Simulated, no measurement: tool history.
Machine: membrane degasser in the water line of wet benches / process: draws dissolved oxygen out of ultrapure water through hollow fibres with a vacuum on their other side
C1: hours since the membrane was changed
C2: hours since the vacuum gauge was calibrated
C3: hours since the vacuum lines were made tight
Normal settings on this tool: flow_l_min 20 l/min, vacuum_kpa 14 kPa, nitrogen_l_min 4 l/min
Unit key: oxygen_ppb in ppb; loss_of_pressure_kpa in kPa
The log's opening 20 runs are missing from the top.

Run 21, hour 4596.4: usual settings but flow_l_min 27 l/min, vacuum_kpa 26.7 kPa; C1 11613; C2 2928; C3 8013. Result: oxygen_ppb 404.3 ppb, loss_of_pressure_kpa 57.37 kPa.
Run 22, hour 4815.1: usual settings but flow_l_min 28 l/min, nitrogen_l_min 6.96 l/min; C1 11831; C2 3147; C3 8231. Result: oxygen_ppb 156.9 ppb, loss_of_pressure_kpa 59.23 kPa.
Run 23, hour 4978.3: usual settings but flow_l_min 13 l/min, vacuum_kpa 28.3 kPa, nitrogen_l_min 3.22 l/min; C1 11995; C2 3310; C3 8395. Result: oxygen_ppb 242 ppb, loss_of_pressure_kpa 27.46 kPa.
Run 24, hour 5268.6: usual settings but flow_l_min 14 l/min, vacuum_kpa 16.3 kPa; C1 12285; C2 3600; C3 8685. Result: oxygen_ppb 112.7 ppb, loss_of_pressure_kpa 29.66 kPa.
Run 25, hour 5539.3: usual settings but vacuum_kpa 16.3 kPa, nitrogen_l_min 2.6 l/min; C1 12556; C2 3871; C3 8956. Result: oxygen_ppb 245.2 ppb, loss_of_pressure_kpa 42.31 kPa.
Run 26, hour 5706.9: usual settings but vacuum_kpa 16.3 kPa, nitrogen_l_min 2.6 l/min; C1 12723; C2 4039; C3 9123. Result: oxygen_ppb 245.2 ppb, loss_of_pressure_kpa 42.59 kPa.
Run 27, hour 5840.2: usual settings but flow_l_min 24 l/min, vacuum_kpa 15.5 kPa, nitrogen_l_min 2.38 l/min; C1 12856; C2 4172; C3 9256. Result: oxygen_ppb 310.6 ppb, loss_of_pressure_kpa 50.81 kPa.
Run 28, hour 6021.7: usual settings but flow_l_min 18 l/min, vacuum_kpa 31.3 kPa, nitrogen_l_min 9.65 l/min; C1 13038; C2 4353; C3 9438. Result: oxygen_ppb 134.3 ppb, loss_of_pressure_kpa 37.78 kPa.
Run 29, hour 6305.8: usual settings but flow_l_min 18 l/min, vacuum_kpa 31.3 kPa, nitrogen_l_min 9.65 l/min; C1 13322; C2 4638; C3 9722. Result: oxygen_ppb 134.2 ppb, loss_of_pressure_kpa 38.13 kPa.
Run 30, hour 6550.7: usual settings but flow_l_min 18 l/min, vacuum_kpa 31.3 kPa, nitrogen_l_min 9.65 l/min; C1 13567; C2 4882; C3 9967. Result: oxygen_ppb 135 ppb, loss_of_pressure_kpa 37.84 kPa.
Run 31, hour 6775.5: usual settings but flow_l_min 22 l/min, vacuum_kpa 31.3 kPa, nitrogen_l_min 1.63 l/min; C1 13792; C2 5107; C3 10192. Result: oxygen_ppb 816.3 ppb, loss_of_pressure_kpa 45.96 kPa.

Each row is a separate what-if for the run after 31, all from the same tool condition, not one after another. Results?
Run A, hour 6901.9: usual settings but flow_l_min 17 l/min, vacuum_kpa 16 kPa, nitrogen_l_min 4.96 l/min; C1 13918; C2 5234; C3 10318. Result: oxygen_ppb ?, loss_of_pressure_kpa ?.
Run B, hour 6901.9: usual settings but flow_l_min 26 l/min, vacuum_kpa 10.4 kPa, nitrogen_l_min 1.83 l/min; C1 13918; C2 5234; C3 10318. Result: oxygen_ppb ?, loss_of_pressure_kpa ?.
Run C, hour 6901.9: usual settings but flow_l_min 30 l/min, vacuum_kpa 10 kPa; C1 13918; C2 5234; C3 10318. Result: oxygen_ppb ?, loss_of_pressure_kpa ?.
Run D, hour 6901.9: usual settings but flow_l_min 23 l/min, vacuum_kpa 26.9 kPa, nitrogen_l_min 8.99 l/min; C1 13918; C2 5234; C3 10318. Result: oxygen_ppb ?, loss_of_pressure_kpa ?.

run  oxygen_ppb  loss_of_pressure_kpa
  A         111                 35.88
  B       265.5                 54.82
  C       187.9                 63.03
  D       171.2                 48.52
Without the tool's unlogged condition, the same runs would have read:
run  oxygen_ppb  loss_of_pressure_kpa
  A       110.9                 36.86
  B       265.2                 56.31
  C       187.6                 64.75
  D         171                 49.83

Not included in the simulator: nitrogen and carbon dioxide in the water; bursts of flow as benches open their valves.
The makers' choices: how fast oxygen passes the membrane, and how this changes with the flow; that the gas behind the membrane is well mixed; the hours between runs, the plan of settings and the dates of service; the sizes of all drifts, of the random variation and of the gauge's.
